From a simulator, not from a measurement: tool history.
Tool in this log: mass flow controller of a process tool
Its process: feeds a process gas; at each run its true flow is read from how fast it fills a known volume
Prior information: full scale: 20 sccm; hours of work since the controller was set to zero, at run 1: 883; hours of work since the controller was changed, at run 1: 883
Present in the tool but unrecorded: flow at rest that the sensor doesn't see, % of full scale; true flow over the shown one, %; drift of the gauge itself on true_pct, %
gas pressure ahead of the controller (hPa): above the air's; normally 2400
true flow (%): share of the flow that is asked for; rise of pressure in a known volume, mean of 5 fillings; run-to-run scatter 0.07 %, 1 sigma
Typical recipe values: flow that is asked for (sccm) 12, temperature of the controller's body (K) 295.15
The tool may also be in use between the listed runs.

run	hour	flow that is asked for (sccm)	gas pressure ahead of the controller (hPa)	temperature of the controller's body (K)	hours of work since the controller was set to zero	hours of work since the controller was changed	true flow (%)
1	0.0	12	2400	295.15	883	883	99.11
2	234.0	6	2400	295.15	1025	1025	98.20
3	351.6	6	2400	295.15	1097	1097	98.05
4	581.5	6	2400	295.15	1238	1238	98.09
5	692.5	6	2400	295.15	1305	1305	98.08
6	909.7	6	2400	295.15	1438	1438	98.06
7	1084.1	12	2400	301.15	1545	1545	99.47
8	1186.1	12	2400	295.15	1607	1607	99.06
9	1380.3	12	2400	302.15	1725	1725	99.70
10	1606.2	12	2400	306.15	1863	1863	99.96
11	1774.5	12	2400	306.15	1966	1966	99.99
12	2007.1	12	2400	306.15	2108	2108	99.97
13	2145.9	12	2400	301.15	2193	2193	99.67
14	2310.5	12	1560	301.15	2293	2293	99.76
15	2429.0	12	1560	301.15	2366	2366	99.81
16	2588.0	12	1560	301.15	2463	2463	99.95
17	2772.2	4	2400	295.15	2575	2575	97.28
18	2988.1	4	2400	295.15	2707	2707	97.20
19	3109.9	4	2400	295.15	2782	2782	97.13
20	3298.1	4	2400	295.15	2896	2896	97.12
21	3404.8	4	1800	295.15	2962	2962	97.31
22	3614.2	4	1800	295.15	3089	3089	97.14
23	3762.3	12	1880	295.15	3180	3180	99.48
24	3969.4	12	2110	305.15	3306	3306	100.30
25	4072.9	18	1520	302.15	3370	3370	101.06
26	4252.0	10	2760	299.15	3479	3479	99.35
27	4401.5	10	2760	299.15	3570	3570	99.38
28	4620.9	6	2720	303.15	3704	3704	98.61
29	4847.7	10	2400	308.15	3843	3843	99.97
30	5048.1	17	2270	294.15	3965	3965	100.35
31	5225.6	8	1450	311.15	4073	4073	99.93
32	5436.9	6	1890	311.15	4203	4203	99.31
33	5670.7	6	1890	307.15	4345	4345	99.07
34	5804.8	6	1890	307.15	4427	4427	99.05
35	5984.1	6	1890	307.15	4537	4537	98.96
36	6147.6	8	2260	298.15	4636	4636	99.01

How would selected steps in true flow (%) from run to run divide? Give the signed amount a tool lacking its hidden state would still show from settings, what came in and random variation, and the signed amount left for the hidden state, including any gauge scatter that is not in both of the compared results.
Run 16 -> 17: flow that is asked for (sccm) 12 -> 4, gas pressure ahead of the controller (hPa) 1560 -> 2400, temperature of the controller's body (K) 301.15 -> 295.15. true flow (%) -2.67: hidden state -1.20, all else -1.47.
Run 22 -> 23: flow that is asked for (sccm) 4 -> 12, gas pressure ahead of the controller (hPa) 1800 -> 1880. true flow (%) +2.34: hidden state +1.43, all else +0.91.
Run 25 -> 26: flow that is asked for (sccm) 18 -> 10, gas pressure ahead of the controller (hPa) 1520 -> 2760, temperature of the controller's body (K) 302.15 -> 299.15. true flow (%) -1.71: hidden state -0.38, all else -1.33.
Run 28 -> 29: flow that is asked for (sccm) 6 -> 10, gas pressure ahead of the controller (hPa) 2720 -> 2400, temperature of the controller's body (K) 303.15 -> 308.15. true flow (%) +1.36: hidden state +0.68, all else +0.68.

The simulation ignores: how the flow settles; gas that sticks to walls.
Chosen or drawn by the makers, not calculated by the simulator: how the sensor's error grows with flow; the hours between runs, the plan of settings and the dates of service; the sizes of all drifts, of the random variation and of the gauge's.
